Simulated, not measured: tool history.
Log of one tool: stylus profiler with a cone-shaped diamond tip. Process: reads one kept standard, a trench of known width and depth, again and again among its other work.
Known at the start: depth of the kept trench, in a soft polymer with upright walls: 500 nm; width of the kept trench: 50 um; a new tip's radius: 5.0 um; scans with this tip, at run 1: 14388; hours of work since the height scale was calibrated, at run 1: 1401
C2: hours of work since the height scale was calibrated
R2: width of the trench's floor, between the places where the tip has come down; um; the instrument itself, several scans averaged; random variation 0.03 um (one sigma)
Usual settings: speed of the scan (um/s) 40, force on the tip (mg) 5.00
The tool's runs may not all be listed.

{"run": 1, "hour": 0.0, "speed of the scan (um/s)": 40, "force on the tip (mg)": 5.0, "scans with this tip": 14388, "C2": 1401, "depth of the trench (nm)": 511.36, "R2": 43.16}
{"run": 2, "hour": 9.9, "speed of the scan (um/s)": 40, "force on the tip (mg)": 5.0, "scans with this tip": 14430, "C2": 1405, "depth of the trench (nm)": 511.36, "R2": 43.19}
{"run": 3, "hour": 29.2, "speed of the scan (um/s)": 40, "force on the tip (mg)": 5.0, "scans with this tip": 14511, "C2": 1413, "depth of the trench (nm)": 511.09, "R2": 43.11}
{"run": 4, "hour": 42.0, "speed of the scan (um/s)": 40, "force on the tip (mg)": 5.0, "scans with this tip": 14565, "C2": 1418, "depth of the trench (nm)": 511.51, "R2": 43.12}
{"run": 5, "hour": 51.1, "speed of the scan (um/s)": 40, "force on the tip (mg)": 5.0, "scans with this tip": 14603, "C2": 1421, "depth of the trench (nm)": 511.28, "R2": 43.07}
{"run": 6, "hour": 66.3, "speed of the scan (um/s)": 56, "force on the tip (mg)": 5.0, "scans with this tip": 14667, "C2": 1428, "depth of the trench (nm)": 511.4, "R2": 43.1}
{"run": 7, "hour": 80.2, "speed of the scan (um/s)": 56, "force on the tip (mg)": 5.0, "scans with this tip": 14726, "C2": 1433, "depth of the trench (nm)": 511.16, "R2": 43.09}
{"run": 8, "hour": 92.0, "speed of the scan (um/s)": 137, "force on the tip (mg)": 5.0, "scans with this tip": 14775, "C2": 1438, "depth of the trench (nm)": 511.33, "R2": 42.95}
{"run": 9, "hour": 103.1, "speed of the scan (um/s)": 137, "force on the tip (mg)": 5.0, "scans with this tip": 14822, "C2": 1443, "depth of the trench (nm)": 511.53, "R2": 42.97}
{"run": 10, "hour": 119.7, "speed of the scan (um/s)": 137, "force on the tip (mg)": 5.0, "scans with this tip": 14892, "C2": 1450, "depth of the trench (nm)": 511.48, "R2": 42.91}
{"run": 11, "hour": 138.8, "speed of the scan (um/s)": 49, "force on the tip (mg)": 5.0, "scans with this tip": 14972, "C2": 1457, "depth of the trench (nm)": 511.39, "R2": 43.05}
{"run": 12, "hour": 152.5, "speed of the scan (um/s)": 49, "force on the tip (mg)": 5.0, "scans with this tip": 15030, "C2": 1463, "depth of the trench (nm)": 510.91, "R2": 43.01}
{"run": 13, "hour": 165.4, "speed of the scan (um/s)": 49, "force on the tip (mg)": 5.0, "scans with this tip": 15084, "C2": 1468, "depth of the trench (nm)": 511.24, "R2": 43.07}
{"run": 14, "hour": 174.7, "speed of the scan (um/s)": 49, "force on the tip (mg)": 5.91, "scans with this tip": 15123, "C2": 1472, "depth of the trench (nm)": 512.98, "R2": 43.05}
{"run": 15, "hour": 193.5, "speed of the scan (um/s)": 40, "force on the tip (mg)": 2.53, "scans with this tip": 15202, "C2": 1480, "depth of the trench (nm)": 506.6, "R2": 42.97}
{"run": 16, "hour": 210.9, "speed of the scan (um/s)": 17, "force on the tip (mg)": 10.72, "scans with this tip": 15275, "C2": 1487, "depth of the trench (nm)": 519.77, "R2": 43.11}
{"run": 17, "hour": 223.3, "speed of the scan (um/s)": 53, "force on the tip (mg)": 4.96, "scans with this tip": 15327, "C2": 1492, "depth of the trench (nm)": 511.39, "R2": 42.99}
{"run": 18, "hour": 238.8, "speed of the scan (um/s)": 105, "force on the tip (mg)": 5.21, "scans with this tip": 15392, "C2": 1498, "depth of the trench (nm)": 511.41, "R2": 42.96}
{"run": 19, "hour": 255.0, "speed of the scan (um/s)": 50, "force on the tip (mg)": 2.45, "scans with this tip": 15461, "C2": 1505, "depth of the trench (nm)": 506.27, "R2": 42.98}
{"run": 20, "hour": 274.9, "speed of the scan (um/s)": 16, "force on the tip (mg)": 5.63, "scans with this tip": 15544, "C2": 1513, "depth of the trench (nm)": 512.46, "R2": 43.04}
{"run": 21, "hour": 293.6, "speed of the scan (um/s)": 16, "force on the tip (mg)": 5.63, "scans with this tip": 15623, "C2": 1521, "depth of the trench (nm)": 512.3, "R2": 43.05}
{"run": 22, "hour": 302.6, "speed of the scan (um/s)": 30, "force on the tip (mg)": 1.83, "scans with this tip": 15661, "C2": 1524, "depth of the trench (nm)": 504.76, "R2": 43.01}
{"run": 23, "hour": 315.0, "speed of the scan (um/s)": 30, "force on the tip (mg)": 1.83, "scans with this tip": 15713, "C2": 1530, "depth of the trench (nm)": 504.84, "R2": 42.98}
{"run": 24, "hour": 331.8, "speed of the scan (um/s)": 46, "force on the tip (mg)": 3.11, "scans with this tip": 15783, "C2": 1536, "depth of the trench (nm)": 507.39, "R2": 42.95}

Forecast each of these 3 alternatives for the next run:
{"run": "A", "hour": 351.9, "speed of the scan (um/s)": 40, "force on the tip (mg)": 11.69, "scans with this tip": 15868, "C2": 1545, "depth of the trench (nm)": "?", "R2": "?"}
{"run": "B", "hour": 351.9, "speed of the scan (um/s)": 34, "force on the tip (mg)": 2.56, "scans with this tip": 15868, "C2": 1545, "depth of the trench (nm)": "?", "R2": "?"}
{"run": "C", "hour": 351.9, "speed of the scan (um/s)": 46, "force on the tip (mg)": 3.66, "scans with this tip": 15868, "C2": 1545, "depth of the trench (nm)": "?", "R2": "?"}

run=A depth_of_the_trench_(nm)=521.17 R2=42.96
run=B depth_of_the_trench_(nm)=506.89 R2=42.90
run=C depth_of_the_trench_(nm)=508.37 R2=42.92
Without the tool's hidden state the same runs would have given:
run=A depth_of_the_trench_(nm)=523.08 R2=45.59
run=B depth_of_the_trench_(nm)=508.75 R2=45.53
run=C depth_of_the_trench_(nm)=510.24 R2=45.55
